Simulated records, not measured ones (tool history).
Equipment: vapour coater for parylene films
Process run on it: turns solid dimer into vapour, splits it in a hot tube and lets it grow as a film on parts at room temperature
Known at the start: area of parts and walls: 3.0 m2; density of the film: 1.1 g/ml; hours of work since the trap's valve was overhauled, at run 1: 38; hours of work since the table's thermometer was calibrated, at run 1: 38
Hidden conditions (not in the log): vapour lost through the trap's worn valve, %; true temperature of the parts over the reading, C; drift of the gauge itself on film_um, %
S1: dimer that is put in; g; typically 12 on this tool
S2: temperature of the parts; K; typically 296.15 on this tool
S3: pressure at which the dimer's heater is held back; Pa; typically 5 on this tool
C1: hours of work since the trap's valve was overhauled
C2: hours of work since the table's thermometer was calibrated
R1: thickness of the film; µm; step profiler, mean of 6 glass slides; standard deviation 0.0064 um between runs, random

run   hour  S1      S2    S3   C1   C2     R1
  1      0  12  296.15     5   38   38  1.688
  2   18.6  12  296.15     5   45   45  1.691
  3   34.6  12  296.15     5   52   52  1.699
  4   49.6  12  296.15     5   58   58  1.704
  5   68.8  12  296.15     5   66   66  1.694
  6   82.2  12  296.15     5   71   71  1.705
  7  101.7  12  296.15  4.06   79   79   1.78
  8  116.6  12  296.15     5   86   86  1.719
  9  132.9  12  296.15     5   92   92  1.728
 10    146  12  296.15     5   98   98  1.721
 11  161.8  12  296.15     5  104  104  1.727
 12  179.9  12  296.15     5  111  111  1.728
 13  196.3  12  296.15     5  118  118  1.731
 14  205.2  12  296.15     5  122  122   1.73
 15  219.7  10  296.15     5  128  128   1.45
 16  232.1  12  298.15     5  133  133  1.585
 17  250.3  12  298.15     5  140  140  1.596
     253.8  -- gauge calibrated
 18  264.3  12  298.15     5  146  146  1.543
 19    273  12  298.15     5  150  150  1.556
 20    287  12  304.15     5  155  155  1.184
 21  305.1  12  304.15     5  163  163  1.191
 22  316.8  12  304.15     5  168  168  1.188
 23  327.3  12  304.15     5  172  172  1.187
 24  337.1  12  304.15     5  176  176  1.186
 25  356.9  12  304.15     5  184  184  1.183
 26    374  19  304.15  2.69  191  191  2.139
 27  391.7  19  292.15  2.69  198  198  3.742
 28  400.1   6  296.15  4.81  202  202   0.87
 29  419.5  12  294.15  2.07  210  210  2.277
 30  429.6   6  301.15  6.33  214  214  0.653
 31  440.9  12  298.15   6.2  218  218  1.508
 32  456.7  12  298.15   6.2  225  225  1.503
 33  475.7  12  296.15  5.09  233  233  1.734

What differs in the tool's unlogged condition from the final listed run ahead of each entry between runs to the first listed run following it?
From run 17 to run 18: gauge calibrated (hour 253.8)
  drift of the gauge itself on film_um, %: 2.95 -> 0.12
  what was measured, less what the result would be without the hidden state, R1: +0.045 -> +0.002 µm

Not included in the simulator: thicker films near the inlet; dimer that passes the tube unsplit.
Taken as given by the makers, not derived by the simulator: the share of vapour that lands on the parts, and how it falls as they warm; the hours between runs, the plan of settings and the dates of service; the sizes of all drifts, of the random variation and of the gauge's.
